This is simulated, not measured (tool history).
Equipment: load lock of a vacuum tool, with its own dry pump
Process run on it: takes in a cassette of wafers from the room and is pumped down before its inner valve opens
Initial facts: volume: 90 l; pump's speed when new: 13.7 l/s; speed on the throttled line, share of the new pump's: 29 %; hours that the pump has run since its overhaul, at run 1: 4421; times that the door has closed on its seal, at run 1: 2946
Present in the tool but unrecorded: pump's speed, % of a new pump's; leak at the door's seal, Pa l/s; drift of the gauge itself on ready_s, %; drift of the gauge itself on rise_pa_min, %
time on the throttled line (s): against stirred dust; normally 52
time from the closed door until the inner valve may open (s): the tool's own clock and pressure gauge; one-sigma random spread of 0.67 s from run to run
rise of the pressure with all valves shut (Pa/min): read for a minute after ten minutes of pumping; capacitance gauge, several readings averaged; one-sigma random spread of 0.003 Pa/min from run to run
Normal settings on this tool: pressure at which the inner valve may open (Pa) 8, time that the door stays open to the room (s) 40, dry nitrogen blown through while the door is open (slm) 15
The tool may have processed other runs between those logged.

run    hour  time on the throttled line (s)  pressure at which the inner valve may open (Pa)  time that the door stays open to the room (s)  dry nitrogen blown through while the door is open (slm)  hours that the pump has run since its overhaul  times that the door has closed on its seal  incoming humidity of the room's air, %  time from the closed door until the inner valve may open (s)  rise of the pressure with all valves shut (Pa/min)
  1       0                              52                                                8                                             40                                                       15                                            4421                                        2946                                    44.9                                                         101.9                                               0.056
  2    63.5                              52                                                8                                             40                                                       15                                            4485                                        3089                                    41.7                                                           101                                               0.062
  3   185.4                              52                                                8                                             40                                                       15                                            4607                                        3363                                    42.3                                                         103.1                                               0.055
  4   312.3                              52                                                8                                             40                                                       15                                            4734                                        3648                                    43.9                                                         102.7                                               0.062
  5     426                              52                                                8                                             40                                                       15                                            4847                                        3903                                    45.6                                                         101.7                                               0.062
  6   506.2                              52                                                8                                             40                                                       15                                            4927                                        4083                                    45.5                                                         101.7                                               0.067
  7   587.4                              52                                                8                                             40                                                       15                                            5009                                        4266                                    46.7                                                         102.5                                               0.062
  8   640.4                              52                                                8                                             40                                                       15                                            5062                                        4385                                    46.8                                                         102.5                                               0.076
  9   732.9                              52                                               13                                             40                                                       15                                            5154                                        4593                                    45.1                                                          98.3                                               0.064
 10   796.4                              52                                               13                                             40                                                       15                                            5218                                        4736                                    46.4                                                          99.6                                               0.076
 11   886.2                              27                                               13                                             40                                                       15                                            5307                                        4937                                    41.7                                                          81.8                                               0.065
 12   945.2                              27                                               13                                             40                                                       15                                            5367                                        5070                                    43.2                                                          81.4                                               0.075
 13  1004.1                              63                                               13                                             40                                                       15                                            5425                                        5202                                    42.1                                                         105.6                                               0.077
 14  1059.4                              63                                               13                                             40                                                       15                                            5481                                        5326                                    44.5                                                         107.2                                                0.08
 15    1118                              81                                                8                                             72                                                       15                                            5539                                        5458                                      45                                                         122.9                                                0.09
 16  1176.1                              70                                                8                                             51                                                       15                                            5597                                        5588                                    45.6                                                         115.5                                               0.082
 17  1237.6                              52                                                8                                             40                                                       10                                            5659                                        5726                                    43.9                                                         103.2                                               0.079
 18  1356.6                              26                                                8                                             50                                                       15                                            5778                                        5994                                    44.6                                                            85                                               0.087
 19    1460                              35                                               10                                            132                                                       21                                            5881                                        6226                                    45.2                                                          89.2                                               0.108
 20  1519.8                              35                                               10                                            132                                                       21                                            5941                                        6361                                    46.3                                                          89.9                                               0.113

Run 21 comes next. What will it give?
 21  1645.7                              33                                                9                                            132                                                        7                                            6067                                        6643                                    49.7                                                             ?                                                   ?

time from the closed door until the inner valve may open (s): 88.4
rise of the pressure with all valves shut (Pa/min): 0.137
With no hidden state in the tool, this same run would have given time from the closed door until the inner valve may open (s) 84.9, rise of the pressure with all valves shut (Pa/min) 0.078.
